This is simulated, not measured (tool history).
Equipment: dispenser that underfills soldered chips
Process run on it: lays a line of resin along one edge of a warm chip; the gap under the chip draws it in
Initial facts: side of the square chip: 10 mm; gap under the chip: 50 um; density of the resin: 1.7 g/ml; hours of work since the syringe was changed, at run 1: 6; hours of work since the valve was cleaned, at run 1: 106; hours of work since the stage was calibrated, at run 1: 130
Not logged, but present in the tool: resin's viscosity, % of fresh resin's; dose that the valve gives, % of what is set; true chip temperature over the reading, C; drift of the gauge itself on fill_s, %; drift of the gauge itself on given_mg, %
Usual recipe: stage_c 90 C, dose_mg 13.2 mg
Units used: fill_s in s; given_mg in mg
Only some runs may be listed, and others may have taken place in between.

run,day,stage_c,dose_mg,hours of work since the syringe was changed,hours of work since the valve was cleaned,hours of work since the stage was calibrated,fill_s,given_mg
1,0.000,90,13.2,6,106,130,122.4,11.87
# day 0.096: new syringe of resin
2,0.379,90,13.2,5,112,136,117.2,11.86
# day 0.508: new syringe of resin
3,0.771,90,13.2,4,118,142,116.6,11.84
# day 0.912: new syringe of resin
4,1.158,90,13.2,4,124,148,111.1,11.80
# day 1.329: new syringe of resin
5,1.604,99,13.2,5,131,155,87.3,11.69
# day 1.758: new syringe of resin
6,2.062,99,13.2,5,139,163,90.5,11.68
# day 2.158: new syringe of resin
7,2.383,99,13.2,4,144,168,81.6,11.60
# day 2.575: new syringe of resin
# day 2.646: dispensing valve cleaned and set on the balance
8,2.933,99,15.1,5,5,176,90.2,15.01
# day 3.033: new syringe of resin
9,3.171,90,13.2,2,8,180,99.6,13.02
# day 3.433: new syringe of resin
10,3.650,90,13.2,4,16,188,108.1,13.16
# day 3.875: new syringe of resin
11,4.083,90,13.2,3,23,195,105.1,12.90
# day 4.304: new syringe of resin
12,4.592,90,13.2,5,31,203,120.7,12.84
# day 4.733: new syringe of resin
13,5.079,95,13.2,6,39,211,105.0,12.77
# day 5.162: new syringe of resin
14,5.446,75,13.2,5,45,217,198.4,12.73
# day 5.588: new syringe of resin
15,5.775,75,13.2,3,51,222,178.7,12.74
# day 6.017: new syringe of resin
16,6.017,90,13.2,0,54,226,86.4,12.62
# day 6.442: new syringe of resin
17,6.483,90,13.2,1,62,233,91.0,12.34
# day 6.846: new syringe of resin
18,6.900,90,14.4,1,69,240,90.8,13.60
19,7.217,95,15.1,6,74,245,108.1,14.18
# day 7.254: new syringe of resin
# day 7.658: new syringe of resin
20,7.704,94,14.2,1,81,253,81.0,13.34
# day 8.062: new syringe of resin
21,8.112,94,14.2,1,88,259,80.4,13.19
# day 8.471: new syringe of resin
22,8.471,89,14.2,0,94,265,93.0,12.96
# day 8.896: new syringe of resin
23,8.921,96,13.2,0,101,272,75.2,11.94
24,9.158,96,13.2,4,105,276,97.2,11.87
# day 9.321: new syringe of resin
25,9.608,103,13.4,5,112,284,80.0,12.03
# day 9.729: new syringe of resin
26,10.050,103,13.4,5,119,291,82.7,12.15
# day 10.138: new syringe of resin
27,10.300,87,17.2,3,123,295,112.3,15.39
# day 10.562: new syringe of resin
28,10.733,94,15.8,3,130,302,90.1,14.05
# day 10.992: new syringe of resin
29,11.162,94,15.8,3,137,309,91.0,13.94
# day 11.404: new syringe of resin
30,11.483,94,15.8,1,142,314,84.0,14.02
# day 11.808: new syringe of resin
# day 11.850: dispensing valve cleaned and set on the balance
31,11.925,100,16.6,1,1,320,69.5,16.62
# day 12.254: new syringe of resin
32,12.296,92,12.2,1,7,326,87.4,12.10
33,12.496,92,12.2,4,10,329,106.8,12.03

Table of differences, measured result less the result of that run with no hidden state. Run-to-run variation is the same in both. Gauge scatter possibly is not:
run,fill_s,given_mg
1,+40.0,-1.22
2,+33.8,-1.29
3,+33.7,-1.36
4,+29.2,-1.44
5,+24.8,-1.51
6,+28.0,-1.60
7,+20.4,-1.67
8,+27.3,-0.07
9,+16.6,-0.10
10,+25.7,-0.20
11,+23.9,-0.28
12,+36.0,-0.37
13,+33.6,-0.46
14,+59.1,-0.53
15,+41.6,-0.59
16,+3.2,-0.63
17,+7.0,-0.70
18,+9.7,-0.87
19,+38.7,-0.98
20,+7.7,-1.02
21,+8.7,-1.10
22,+6.4,-1.17
23,+7.4,-1.16
24,+29.1,-1.20
25,+25.6,-1.30
26,+28.5,-1.41
27,+23.0,-1.86
28,+19.3,-1.78
29,+19.5,-1.88
30,+12.1,-1.96
31,+9.0,-0.06
32,+8.3,-0.11
33,+28.7,-0.14
